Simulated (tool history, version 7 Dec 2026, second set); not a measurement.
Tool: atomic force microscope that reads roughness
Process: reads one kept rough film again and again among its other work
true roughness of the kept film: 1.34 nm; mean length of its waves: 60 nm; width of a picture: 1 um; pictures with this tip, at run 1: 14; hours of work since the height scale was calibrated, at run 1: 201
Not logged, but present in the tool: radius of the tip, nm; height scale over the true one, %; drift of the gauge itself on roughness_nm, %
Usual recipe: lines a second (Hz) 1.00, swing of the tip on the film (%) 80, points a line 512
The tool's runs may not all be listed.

run	day	lines a second (Hz)	swing of the tip on the film (%)	points a line	pictures with this tip	hours of work since the height scale was calibrated	roughness of the kept film (nm (root mean square))
1	0.000	1.00	80	512	14	201	1.255
2	1.112	1.00	80	512	54	213	1.254
3	1.950	1.00	80	512	85	223	1.255
4	3.029	1.00	80	512	124	235	1.244
5	3.692	1.00	70	512	148	243	1.278
6	4.262	1.00	70	512	169	249	1.273
7	5.512	1.00	80	512	215	264	1.248
8	6.246	1.00	80	512	241	272	1.239
9	7.238	1.00	80	512	278	283	1.242
10	8.583	1.68	80	512	327	298	1.197
# day 8.792: new tip fitted
11	9.833	1.68	80	512	38	312	1.213
12	10.650	1.68	80	512	67	322	1.211
13	11.488	1.68	80	512	98	331	1.214
14	12.667	1.00	80	512	141	345	1.246
15	13.225	1.00	80	512	161	351	1.246
16	13.988	1.00	80	799	189	360	1.249
17	14.925	1.00	80	512	223	370	1.249
18	16.146	1.00	80	387	268	384	1.240
19	17.196	1.00	80	512	306	396	1.233
20	17.758	1.00	76	512	327	403	1.245
# day 17.925: new tip fitted
21	19.138	1.35	80	512	44	418	1.237
22	19.921	1.00	80	684	73	427	1.255
23	20.525	1.00	80	512	95	434	1.252
24	21.862	1.00	80	512	144	449	1.240
25	22.846	1.00	80	512	180	460	1.243
26	24.200	1.00	79	427	229	476	1.239
27	25.162	1.00	75	427	264	487	1.248
28	26.267	1.00	75	427	304	499	1.243
# day 27.025: new tip fitted
29	27.467	1.00	75	427	16	513	1.271
30	28.212	1.00	67	427	44	521	1.290
31	29.096	1.98	66	892	76	531	1.251
32	29.796	1.98	85	347	101	539	1.154
33	31.146	3.09	65	819	151	554	1.217
34	32.175	2.35	68	512	188	566	1.226
35	33.217	2.35	68	512	226	578	1.230
36	33.854	0.86	68	512	249	585	1.267
37	35.142	1.21	68	736	297	600	1.256
38	35.704	1.21	71	736	317	606	1.245
# day 36.175: new tip fitted
39	36.508	1.21	71	736	13	615	1.268
40	37.117	0.65	81	736	35	622	1.268
41	37.825	0.65	87	432	61	630	1.258
42	38.567	0.65	87	432	88	639	1.249
43	39.629	1.05	58	432	126	651	1.298
44	40.358	1.05	58	910	153	659	1.287
45	41.704	1.91	85	1003	202	674	1.152
46	42.317	1.91	85	1003	225	681	1.152
47	43.608	0.90	77	930	272	696	1.245

Consider 3 possible next runs. They are alternatives, not a sequence: every one starts from the tool as it was left by run 47. What does each give?
A	44.700	0.90	77	733	311	708	?
B	44.700	2.31	67	1004	311	708	?
C	44.700	0.74	64	289	311	708	?

run	roughness of the kept film (nm (root mean square))
A	1.251
B	1.221
C	1.273
Without the tool's hidden state the same runs would have given:
run	roughness of the kept film (nm (root mean square))
A	1.285
B	1.254
C	1.308
